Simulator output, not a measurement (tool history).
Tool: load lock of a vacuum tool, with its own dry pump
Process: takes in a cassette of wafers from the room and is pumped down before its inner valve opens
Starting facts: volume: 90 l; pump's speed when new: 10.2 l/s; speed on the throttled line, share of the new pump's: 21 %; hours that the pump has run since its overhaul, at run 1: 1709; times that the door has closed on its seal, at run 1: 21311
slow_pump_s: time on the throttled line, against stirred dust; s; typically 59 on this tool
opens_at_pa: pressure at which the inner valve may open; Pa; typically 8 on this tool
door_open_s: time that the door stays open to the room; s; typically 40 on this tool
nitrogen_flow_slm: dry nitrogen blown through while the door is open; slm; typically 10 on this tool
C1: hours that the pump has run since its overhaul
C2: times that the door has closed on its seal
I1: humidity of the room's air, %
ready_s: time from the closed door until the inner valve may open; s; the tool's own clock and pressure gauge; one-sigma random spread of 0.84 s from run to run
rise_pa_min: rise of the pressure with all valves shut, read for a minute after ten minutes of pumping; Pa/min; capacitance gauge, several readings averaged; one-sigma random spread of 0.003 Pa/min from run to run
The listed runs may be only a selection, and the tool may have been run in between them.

{"run": 1, "hour": 0.0, "slow_pump_s": 59, "opens_at_pa": 8, "door_open_s": 40, "nitrogen_flow_slm": 10, "C1": 1709, "C2": 21311, "I1": 44.9, "ready_s": 131.8, "rise_pa_min": 0.185}
{"run": 2, "hour": 188.8, "slow_pump_s": 59, "opens_at_pa": 8, "door_open_s": 40, "nitrogen_flow_slm": 10, "C1": 1898, "C2": 21923, "I1": 45.6, "ready_s": 131.7, "rise_pa_min": 0.193}
{"run": 3, "hour": 329.0, "slow_pump_s": 59, "opens_at_pa": 8, "door_open_s": 40, "nitrogen_flow_slm": 10, "C1": 2038, "C2": 22378, "I1": 43.4, "ready_s": 132.1, "rise_pa_min": 0.197}
{"run": 4, "hour": 508.6, "slow_pump_s": 59, "opens_at_pa": 8, "door_open_s": 40, "nitrogen_flow_slm": 10, "C1": 2218, "C2": 22960, "I1": 44.7, "ready_s": 132.2, "rise_pa_min": 0.202}
{"run": 5, "hour": 679.2, "slow_pump_s": 59, "opens_at_pa": 8, "door_open_s": 40, "nitrogen_flow_slm": 10, "C1": 2388, "C2": 23513, "I1": 44.9, "ready_s": 132.1, "rise_pa_min": 0.203}
{"run": 6, "hour": 879.9, "slow_pump_s": 59, "opens_at_pa": 8, "door_open_s": 38, "nitrogen_flow_slm": 10, "C1": 2589, "C2": 24164, "I1": 43.2, "ready_s": 133.8, "rise_pa_min": 0.205}
{"run": 7, "hour": 1015.1, "slow_pump_s": 59, "opens_at_pa": 8, "door_open_s": 40, "nitrogen_flow_slm": 10, "C1": 2724, "C2": 24602, "I1": 43.7, "ready_s": 132.6, "rise_pa_min": 0.224}
{"run": 8, "hour": 1198.5, "slow_pump_s": 59, "opens_at_pa": 8, "door_open_s": 40, "nitrogen_flow_slm": 10, "C1": 2908, "C2": 25197, "I1": 44.6, "ready_s": 132.9, "rise_pa_min": 0.226}
{"run": 9, "hour": 1359.1, "slow_pump_s": 100, "opens_at_pa": 16, "door_open_s": 104, "nitrogen_flow_slm": 10, "C1": 3068, "C2": 25718, "I1": 42.8, "ready_s": 157.8, "rise_pa_min": 0.248}
{"run": 10, "hour": 1463.2, "slow_pump_s": 36, "opens_at_pa": 9, "door_open_s": 31, "nitrogen_flow_slm": 10, "C1": 3172, "C2": 26055, "I1": 46.3, "ready_s": 113.1, "rise_pa_min": 0.239}
{"run": 11, "hour": 1568.8, "slow_pump_s": 59, "opens_at_pa": 9, "door_open_s": 59, "nitrogen_flow_slm": 10, "C1": 3278, "C2": 26398, "I1": 40.1, "ready_s": 132.1, "rise_pa_min": 0.247}
{"run": 12, "hour": 1734.4, "slow_pump_s": 59, "opens_at_pa": 9, "door_open_s": 235, "nitrogen_flow_slm": 10, "C1": 3444, "C2": 26934, "I1": 44.4, "ready_s": 131.3, "rise_pa_min": 0.275}
{"run": 13, "hour": 1860.6, "slow_pump_s": 91, "opens_at_pa": 9, "door_open_s": 73, "nitrogen_flow_slm": 15, "C1": 3570, "C2": 27344, "I1": 44, "ready_s": 159.1, "rise_pa_min": 0.253}
{"run": 14, "hour": 1987.3, "slow_pump_s": 91, "opens_at_pa": 9, "door_open_s": 73, "nitrogen_flow_slm": 15, "C1": 3696, "C2": 27754, "I1": 43.6, "ready_s": 157.2, "rise_pa_min": 0.265}

4 options for the next run, each taken on its own from the tool as it stands now. Forecast them:
{"run": "A", "hour": 2085.3, "slow_pump_s": 91, "opens_at_pa": 9, "door_open_s": 73, "nitrogen_flow_slm": 11, "C1": 3794, "C2": 28072, "I1": 44.8, "ready_s": "?", "rise_pa_min": "?"}
{"run": "B", "hour": 2085.3, "slow_pump_s": 112, "opens_at_pa": 8, "door_open_s": 40, "nitrogen_flow_slm": 10, "C1": 3794, "C2": 28072, "I1": 43.6, "ready_s": "?", "rise_pa_min": "?"}
{"run": "C", "hour": 2085.3, "slow_pump_s": 59, "opens_at_pa": 11, "door_open_s": 40, "nitrogen_flow_slm": 10, "C1": 3794, "C2": 28072, "I1": 45.8, "ready_s": "?", "rise_pa_min": "?"}
{"run": "D", "hour": 2085.3, "slow_pump_s": 88, "opens_at_pa": 14, "door_open_s": 135, "nitrogen_flow_slm": 10, "C1": 3794, "C2": 28072, "I1": 48.9, "ready_s": "?", "rise_pa_min": "?"}

run=A ready_s=158 rise_pa_min=0.268
run=B ready_s=175.3 rise_pa_min=0.265
run=C ready_s=131 rise_pa_min=0.278
run=D ready_s=150.9 rise_pa_min=0.283
What these runs would have given with no unlogged condition in the tool:
run=A ready_s=155 rise_pa_min=0.023
run=B ready_s=172.6 rise_pa_min=0.02
run=C ready_s=128 rise_pa_min=0.027
run=D ready_s=148.2 rise_pa_min=0.038
